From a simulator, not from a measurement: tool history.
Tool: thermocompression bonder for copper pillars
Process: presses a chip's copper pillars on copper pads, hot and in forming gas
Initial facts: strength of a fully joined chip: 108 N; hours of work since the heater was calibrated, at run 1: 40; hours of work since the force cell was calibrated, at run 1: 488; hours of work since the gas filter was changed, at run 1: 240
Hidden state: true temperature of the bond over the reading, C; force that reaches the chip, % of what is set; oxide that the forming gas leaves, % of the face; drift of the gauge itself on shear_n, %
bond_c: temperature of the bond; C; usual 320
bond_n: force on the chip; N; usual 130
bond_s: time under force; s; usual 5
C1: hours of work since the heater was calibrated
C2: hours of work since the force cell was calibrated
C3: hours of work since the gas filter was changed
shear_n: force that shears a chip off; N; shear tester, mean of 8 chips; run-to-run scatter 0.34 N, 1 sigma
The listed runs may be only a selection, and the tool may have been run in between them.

{"run": 1, "hour": 0.0, "bond_c": 320, "bond_n": 130, "bond_s": 5, "C1": 40, "C2": 488, "C3": 240, "shear_n": 70.4}
{"run": 2, "hour": 57.7, "bond_c": 320, "bond_n": 130, "bond_s": 5, "C1": 78, "C2": 527, "C3": 279, "shear_n": 70.1}
{"run": 3, "hour": 101.6, "bond_c": 320, "bond_n": 130, "bond_s": 5, "C1": 108, "C2": 557, "C3": 308, "shear_n": 70.3}
{"run": 4, "hour": 134.9, "bond_c": 320, "bond_n": 130, "bond_s": 5, "C1": 130, "C2": 579, "C3": 331, "shear_n": 70}
{"run": 5, "hour": 184.0, "bond_c": 320, "bond_n": 130, "bond_s": 5, "C1": 163, "C2": 612, "C3": 363, "shear_n": 70.1}
{"run": 6, "hour": 237.7, "bond_c": 320, "bond_n": 130, "bond_s": 5, "C1": 199, "C2": 648, "C3": 399, "shear_n": 70.5}
{"hour": 269.8, "done": "forming gas filter changed"}
{"run": 7, "hour": 298.8, "bond_c": 320, "bond_n": 130, "bond_s": 5, "C1": 239, "C2": 688, "C3": 19, "shear_n": 70.2}
{"run": 8, "hour": 368.7, "bond_c": 320, "bond_n": 130, "bond_s": 4, "C1": 286, "C2": 735, "C3": 66, "shear_n": 66}
{"run": 9, "hour": 414.7, "bond_c": 320, "bond_n": 130, "bond_s": 4, "C1": 317, "C2": 766, "C3": 97, "shear_n": 65.7}
{"run": 10, "hour": 445.6, "bond_c": 320, "bond_n": 130, "bond_s": 5, "C1": 338, "C2": 787, "C3": 118, "shear_n": 70.2}
{"run": 11, "hour": 493.0, "bond_c": 320, "bond_n": 130, "bond_s": 5, "C1": 370, "C2": 818, "C3": 150, "shear_n": 70.4}
{"run": 12, "hour": 530.1, "bond_c": 320, "bond_n": 130, "bond_s": 5, "C1": 394, "C2": 843, "C3": 174, "shear_n": 71.1}
{"run": 13, "hour": 566.4, "bond_c": 320, "bond_n": 130, "bond_s": 5, "C1": 419, "C2": 868, "C3": 199, "shear_n": 69.9}
{"run": 14, "hour": 599.9, "bond_c": 320, "bond_n": 130, "bond_s": 5, "C1": 441, "C2": 890, "C3": 221, "shear_n": 70.8}
{"run": 15, "hour": 671.4, "bond_c": 320, "bond_n": 130, "bond_s": 5, "C1": 489, "C2": 938, "C3": 269, "shear_n": 70.2}

The next listed run, before its measurement:
{"run": 16, "hour": 730.4, "bond_c": 320, "bond_n": 130, "bond_s": 5, "C1": 529, "C2": 978, "C3": 309, "shear_n": "?"}

Run 16 gave shear_n 70.2 N.
With no hidden state in the tool, this same run would have given shear_n 70.5 N.
